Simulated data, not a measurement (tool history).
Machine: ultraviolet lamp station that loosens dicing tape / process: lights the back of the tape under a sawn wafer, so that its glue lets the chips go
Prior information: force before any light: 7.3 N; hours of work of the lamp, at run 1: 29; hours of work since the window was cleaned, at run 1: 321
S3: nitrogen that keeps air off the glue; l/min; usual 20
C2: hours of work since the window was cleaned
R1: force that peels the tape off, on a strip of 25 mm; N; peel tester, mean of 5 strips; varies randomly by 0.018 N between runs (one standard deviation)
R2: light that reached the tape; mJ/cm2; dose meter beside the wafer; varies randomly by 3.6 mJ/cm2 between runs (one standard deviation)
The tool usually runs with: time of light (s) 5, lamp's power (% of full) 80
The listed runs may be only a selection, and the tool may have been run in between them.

{"run": 1, "hour": 0.0, "time of light (s)": 5, "lamp's power (% of full)": 80, "S3": 20, "hours of work of the lamp": 29, "C2": 321, "R1": 1.064, "R2": 511}
{"run": 2, "hour": 7.7, "time of light (s)": 5, "lamp's power (% of full)": 80, "S3": 20, "hours of work of the lamp": 33, "C2": 324, "R1": 1.069, "R2": 509}
{"run": 3, "hour": 13.1, "time of light (s)": 5, "lamp's power (% of full)": 80, "S3": 20, "hours of work of the lamp": 35, "C2": 326, "R1": 1.082, "R2": 513}
{"run": 4, "hour": 21.5, "time of light (s)": 5, "lamp's power (% of full)": 80, "S3": 7, "hours of work of the lamp": 39, "C2": 330, "R1": 2.026, "R2": 512}
{"run": 5, "hour": 26.9, "time of light (s)": 4, "lamp's power (% of full)": 80, "S3": 20, "hours of work of the lamp": 42, "C2": 333, "R1": 1.532, "R2": 412}
{"run": 6, "hour": 36.4, "time of light (s)": 4, "lamp's power (% of full)": 80, "S3": 20, "hours of work of the lamp": 46, "C2": 337, "R1": 1.502, "R2": 411}
{"run": 7, "hour": 43.3, "time of light (s)": 4, "lamp's power (% of full)": 80, "S3": 20, "hours of work of the lamp": 49, "C2": 340, "R1": 1.529, "R2": 407}
{"run": 8, "hour": 48.6, "time of light (s)": 4, "lamp's power (% of full)": 80, "S3": 20, "hours of work of the lamp": 52, "C2": 343, "R1": 1.484, "R2": 404}
{"run": 9, "hour": 55.1, "time of light (s)": 9, "lamp's power (% of full)": 80, "S3": 37, "hours of work of the lamp": 55, "C2": 346, "R1": 0.301, "R2": 915}
{"run": 10, "hour": 66.3, "time of light (s)": 3, "lamp's power (% of full)": 67, "S3": 37, "hours of work of the lamp": 60, "C2": 351, "R1": 2.068, "R2": 256}
{"run": 11, "hour": 75.1, "time of light (s)": 5, "lamp's power (% of full)": 89, "S3": 20, "hours of work of the lamp": 64, "C2": 355, "R1": 0.919, "R2": 563}
{"run": 12, "hour": 84.7, "time of light (s)": 5, "lamp's power (% of full)": 89, "S3": 20, "hours of work of the lamp": 68, "C2": 359, "R1": 0.96, "R2": 563}
{"run": 13, "hour": 94.2, "time of light (s)": 2, "lamp's power (% of full)": 80, "S3": 20, "hours of work of the lamp": 72, "C2": 363, "R1": 3.283, "R2": 204}
{"run": 14, "hour": 102.1, "time of light (s)": 2, "lamp's power (% of full)": 80, "S3": 20, "hours of work of the lamp": 76, "C2": 367, "R1": 3.419, "R2": 197}
{"run": 15, "hour": 113.9, "time of light (s)": 4, "lamp's power (% of full)": 80, "S3": 40, "hours of work of the lamp": 81, "C2": 372, "R1": 1.068, "R2": 399}

What if the next run were any one of these 3? Each begins from the tool's condition after run 15:
{"run": "A", "hour": 125.5, "time of light (s)": 5, "lamp's power (% of full)": 99, "S3": 40, "hours of work of the lamp": 87, "C2": 378, "R1": "?", "R2": "?"}
{"run": "B", "hour": 125.5, "time of light (s)": 4, "lamp's power (% of full)": 80, "S3": 10, "hours of work of the lamp": 87, "C2": 378, "R1": "?", "R2": "?"}
{"run": "C", "hour": 125.5, "time of light (s)": 4, "lamp's power (% of full)": 83, "S3": 16, "hours of work of the lamp": 87, "C2": 378, "R1": "?", "R2": "?"}

run=A R1=0.496 R2=618
run=B R1=2.382 R2=400
run=C R1=1.705 R2=411
What these runs would have given with no unlogged condition in the tool:
run=A R1=0.379 R2=729
run=B R1=1.958 R2=471
run=C R1=1.342 R2=485
